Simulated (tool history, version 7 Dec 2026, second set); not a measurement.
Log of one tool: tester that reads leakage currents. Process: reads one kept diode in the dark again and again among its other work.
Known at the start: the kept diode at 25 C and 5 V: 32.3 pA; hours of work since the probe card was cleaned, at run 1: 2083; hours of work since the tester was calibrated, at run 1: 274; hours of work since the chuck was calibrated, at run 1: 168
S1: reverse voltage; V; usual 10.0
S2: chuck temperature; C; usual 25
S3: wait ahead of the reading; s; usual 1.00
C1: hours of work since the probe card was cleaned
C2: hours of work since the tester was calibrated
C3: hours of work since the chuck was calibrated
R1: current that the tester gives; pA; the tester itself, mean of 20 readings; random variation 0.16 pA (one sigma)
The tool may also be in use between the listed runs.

{"run": 1, "hour": 0.0, "S1": 10.0, "S2": 25, "S3": 1.0, "C1": 2083, "C2": 274, "C3": 168, "R1": 62.02}
{"run": 2, "hour": 28.3, "S1": 10.0, "S2": 25, "S3": 1.0, "C1": 2098, "C2": 289, "C3": 183, "R1": 62.33}
{"run": 3, "hour": 57.3, "S1": 10.0, "S2": 25, "S3": 1.0, "C1": 2114, "C2": 305, "C3": 199, "R1": 62.96}
{"run": 4, "hour": 99.4, "S1": 10.0, "S2": 29, "S3": 1.0, "C1": 2137, "C2": 328, "C3": 221, "R1": 81.99}
{"run": 5, "hour": 131.3, "S1": 10.0, "S2": 29, "S3": 1.0, "C1": 2154, "C2": 345, "C3": 239, "R1": 82.22}
{"run": 6, "hour": 172.5, "S1": 10.0, "S2": 29, "S3": 1.0, "C1": 2176, "C2": 367, "C3": 261, "R1": 82.76}
{"run": 7, "hour": 201.8, "S1": 10.0, "S2": 25, "S3": 4.39, "C1": 2192, "C2": 383, "C3": 277, "R1": 60.92}
{"run": 8, "hour": 243.2, "S1": 10.0, "S2": 25, "S3": 4.39, "C1": 2214, "C2": 405, "C3": 299, "R1": 60.76}
{"run": 9, "hour": 269.6, "S1": 10.0, "S2": 25, "S3": 1.0, "C1": 2229, "C2": 420, "C3": 313, "R1": 63.24}
{"run": 10, "hour": 309.8, "S1": 10.0, "S2": 25, "S3": 1.0, "C1": 2250, "C2": 441, "C3": 335, "R1": 63.4}
{"run": 11, "hour": 356.9, "S1": 10.0, "S2": 25, "S3": 0.4, "C1": 2276, "C2": 467, "C3": 361, "R1": 67.83}
{"run": 12, "hour": 380.5, "S1": 10.0, "S2": 25, "S3": 0.4, "C1": 2289, "C2": 480, "C3": 373, "R1": 68.05}
{"run": 13, "hour": 423.6, "S1": 10.0, "S2": 22, "S3": 1.0, "C1": 2312, "C2": 503, "C3": 397, "R1": 53.04}
{"run": 14, "hour": 472.3, "S1": 10.0, "S2": 33, "S3": 1.0, "C1": 2338, "C2": 529, "C3": 423, "R1": 111.02}
{"run": 15, "hour": 498.3, "S1": 10.0, "S2": 33, "S3": 1.0, "C1": 2352, "C2": 543, "C3": 437, "R1": 111.62}
{"run": 16, "hour": 546.3, "S1": 10.0, "S2": 33, "S3": 1.0, "C1": 2378, "C2": 569, "C3": 463, "R1": 111.84}
{"run": 17, "hour": 582.3, "S1": 6.7, "S2": 24, "S3": 2.78, "C1": 2398, "C2": 589, "C3": 482, "R1": 45.49}
{"run": 18, "hour": 608.2, "S1": 1.7, "S2": 25, "S3": 0.54, "C1": 2412, "C2": 603, "C3": 496, "R1": 21.84}
{"run": 19, "hour": 638.3, "S1": 1.7, "S2": 25, "S3": 0.54, "C1": 2428, "C2": 619, "C3": 513, "R1": 22.13}
{"run": 20, "hour": 659.6, "S1": 1.7, "S2": 25, "S3": 0.54, "C1": 2440, "C2": 630, "C3": 524, "R1": 21.97}
{"run": 21, "hour": 692.9, "S1": 13.3, "S2": 25, "S3": 0.54, "C1": 2458, "C2": 649, "C3": 542, "R1": 82.01}
{"run": 22, "hour": 719.6, "S1": 13.3, "S2": 25, "S3": 0.54, "C1": 2472, "C2": 663, "C3": 557, "R1": 81.98}
{"run": 23, "hour": 754.2, "S1": 10.0, "S2": 23, "S3": 2.88, "C1": 2491, "C2": 682, "C3": 575, "R1": 55.73}
{"run": 24, "hour": 794.2, "S1": 10.0, "S2": 26, "S3": 9.09, "C1": 2512, "C2": 703, "C3": 597, "R1": 67.55}
{"run": 25, "hour": 821.4, "S1": 10.0, "S2": 46, "S3": 9.09, "C1": 2527, "C2": 718, "C3": 612, "R1": 284.36}
{"run": 26, "hour": 850.3, "S1": 10.0, "S2": 46, "S3": 9.09, "C1": 2543, "C2": 734, "C3": 627, "R1": 284.05}
{"run": 27, "hour": 882.6, "S1": 10.0, "S2": 25, "S3": 0.92, "C1": 2560, "C2": 751, "C3": 645, "R1": 65.86}
{"run": 28, "hour": 905.2, "S1": 19.2, "S2": 25, "S3": 7.63, "C1": 2572, "C2": 763, "C3": 657, "R1": 98.19}
{"run": 29, "hour": 936.3, "S1": 10.0, "S2": 21, "S3": 1.0, "C1": 2589, "C2": 780, "C3": 674, "R1": 51.57}
{"run": 30, "hour": 977.7, "S1": 10.0, "S2": 21, "S3": 1.0, "C1": 2612, "C2": 802, "C3": 696, "R1": 51.86}
{"run": 31, "hour": 1023.9, "S1": 10.0, "S2": 21, "S3": 1.13, "C1": 2637, "C2": 827, "C3": 721, "R1": 51.68}
{"run": 32, "hour": 1054.3, "S1": 10.0, "S2": 21, "S3": 1.23, "C1": 2653, "C2": 844, "C3": 738, "R1": 51.6}

The same runs without the tool's hidden state, with the same run-to-run variation:
The hidden state here: stray current of the dirty probe card, pA a volt; current scale over the true one, %; true chuck temperature over the reading, C; drift of the gauge itself on leakage_pa, %.
run=1 R1=49.66
run=2 R1=49.83
run=3 R1=50.22
run=4 R1=68.92
run=5 R1=69.00
run=6 R1=69.30
run=7 R1=47.68
run=8 R1=47.40
run=9 R1=49.74
run=10 R1=49.77
run=11 R1=54.00
run=12 R1=54.12
run=13 R1=39.11
run=14 R1=95.66
run=15 R1=96.08
run=16 R1=96.05
run=17 R1=35.49
run=18 R1=19.03
run=19 R1=19.27
run=20 R1=19.10
run=21 R1=61.97
run=22 R1=61.81
run=23 R1=40.46
run=24 R1=51.75
run=25 R1=262.59
run=26 R1=262.08
run=27 R1=49.89
run=28 R1=67.93
run=29 R1=35.80
run=30 R1=35.91
run=31 R1=35.57
run=32 R1=35.36
